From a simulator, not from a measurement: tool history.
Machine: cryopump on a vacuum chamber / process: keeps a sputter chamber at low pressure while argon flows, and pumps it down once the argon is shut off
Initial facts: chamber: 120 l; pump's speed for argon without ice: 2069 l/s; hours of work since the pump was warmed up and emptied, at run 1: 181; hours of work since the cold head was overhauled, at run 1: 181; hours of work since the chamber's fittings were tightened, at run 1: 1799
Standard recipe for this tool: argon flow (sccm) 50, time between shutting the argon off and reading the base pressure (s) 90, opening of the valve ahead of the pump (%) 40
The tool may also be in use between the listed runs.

run    hour  argon flow (sccm)  time between shutting the argon off and reading the base pressure (s)  opening of the valve ahead of the pump (%)  hours of work since the pump was warmed up and emptied  hours of work since the cold head was overhauled  hours of work since the chamber's fittings were tightened  pressure while argon flows (Pa)  pressure after the wait (uPa)
  1     0.0                 50                                                                     90                                          40                                                     181                                               181                                                       1799                           0.1074                           1.85
  2    30.6                 50                                                                     90                                          40                                                     206                                               206                                                       1824                           0.1084                           1.85
  3    73.2                 50                                                                    131                                          40                                                     240                                               240                                                       1859                           0.1093                           1.64
  4   104.7                 50                                                                    131                                          40                                                     266                                               266                                                       1884                           0.1102                           1.67
  5   123.7                 50                                                                     90                                          29                                                     281                                               281                                                       1899                           0.1503                           1.96
  6   156.5                 50                                                                     90                                          29                                                     308                                               308                                                       1926                           0.1502                           1.95
  7   195.2                 50                                                                     90                                          29                                                     339                                               339                                                       1958                           0.1512                           1.99
  8   233.5                 50                                                                     88                                          40                                                     370                                               370                                                       1989                           0.1144                           2.09
  9   259.6                 50                                                                     88                                          40                                                     391                                               391                                                       2010                           0.1163                           2.07
 10   304.5                 50                                                                     88                                          40                                                     428                                               428                                                       2046                           0.1175                           2.18
 11   344.8                 50                                                                     88                                          40                                                     460                                               460                                                       2079                           0.1206                           2.23
 12   384.3                 50                                                                     88                                          40                                                     492                                               492                                                       2111                           0.1211                           2.41
 13   422.1                 50                                                                     88                                          40                                                     523                                               523                                                       2141                           0.1222                           2.32
      430.2  -- pump warmed up, emptied and cooled again
 14   464.7                 50                                                                    104                                          40                                                      28                                               554                                                       2172                           0.1039                           1.74
 15   506.1                 50                                                                    104                                          40                                                      61                                               587                                                       2206                           0.1051                           1.78
 16   531.5                 50                                                                    104                                          40                                                      82                                               608                                                       2226                           0.1060                           1.84
 17   577.1                 50                                                                    104                                          40                                                     119                                               645                                                       2263                           0.1067                           1.84
 18   620.5                 74                                                                    124                                          21                                                     154                                               680                                                       2298                           0.2957                           1.81
 19   647.7                 74                                                                    124                                          21                                                     176                                               702                                                       2320                           0.2952                           1.87
 20   689.0                 75                                                                    123                                          20                                                     210                                               735                                                       2354                           0.3140                           1.91
 21   725.5                 75                                                                    123                                          20                                                     239                                               765                                                       2383                           0.3176                           1.96
 22   751.8                 86                                                                     90                                          52                                                     261                                               786                                                       2405                           0.1513                           2.14
 23   797.1                 42                                                                    294                                          48                                                     298                                               823                                                       2442                           0.0795                           1.70
 24   843.5                 42                                                                    294                                          48                                                     335                                               861                                                       2479                           0.0823                           1.72
 25   889.6                 79                                                                     33                                          48                                                     372                                               898                                                       2516                           0.1548                           3.70
 26   910.2                 79                                                                     33                                          48                                                     389                                               915                                                       2533                           0.1569                           3.73
 27   934.3                 41                                                                     90                                          52                                                     409                                               934                                                       2553                           0.0761                           2.43
 28   961.8                 50                                                                     84                                          31                                                     431                                               957                                                       2575                           0.1470                           2.58
 29   997.3                 23                                                                     84                                          26                                                     460                                               985                                                       2604                           0.0802                           2.66
 30  1037.8                 23                                                                     84                                          26                                                     493                                              1018                                                       2637                           0.0802                           2.64
     1083.5  -- pump warmed up, emptied and cooled again
 31  1085.2                 25                                                                     84                                          26                                                       1                                              1053                                                       2671                           0.0801                           2.16
 32  1123.7                 50                                                                     52                                          50                                                      33                                              1084                                                       2702                           0.0833                           2.75
     1145.3  -- leaking fittings of the chamber tightened, without venting
 33  1154.0                 50                                                                     52                                          50                                                      56                                              1107                                                          7                           0.0848                           1.51

Each row is a separate what-if for the run after 33, all from the same tool condition, not one after another. Results?
  A  1177.2                 63                                                                    195                                          28                                                      74                                              1126                                                         26                                ?                              ?
  B  1177.2                 50                                                                     25                                          40                                                      74                                              1126                                                         26                                ?                              ?
  C  1177.2                100                                                                     90                                          17                                                      74                                              1126                                                         26                                ?                              ?
  D  1177.2                 43                                                                     52                                          50                                                      74                                              1126                                                         26                                ?                              ?

run  pressure while argon flows (Pa)  pressure after the wait (uPa)
  A                           0.1873                           0.55
  B                           0.1051                           3.00
  C                           0.4844                           0.96
  D                           0.0720                           1.53
The same runs, with their run-to-run variation unchanged, on a tool lacking any hidden condition would have given:
run  pressure while argon flows (Pa)  pressure after the wait (uPa)
  A                           0.1837                           0.51
  B                           0.1022                           2.97
  C                           0.4787                           0.93
  D                           0.0696                           1.50
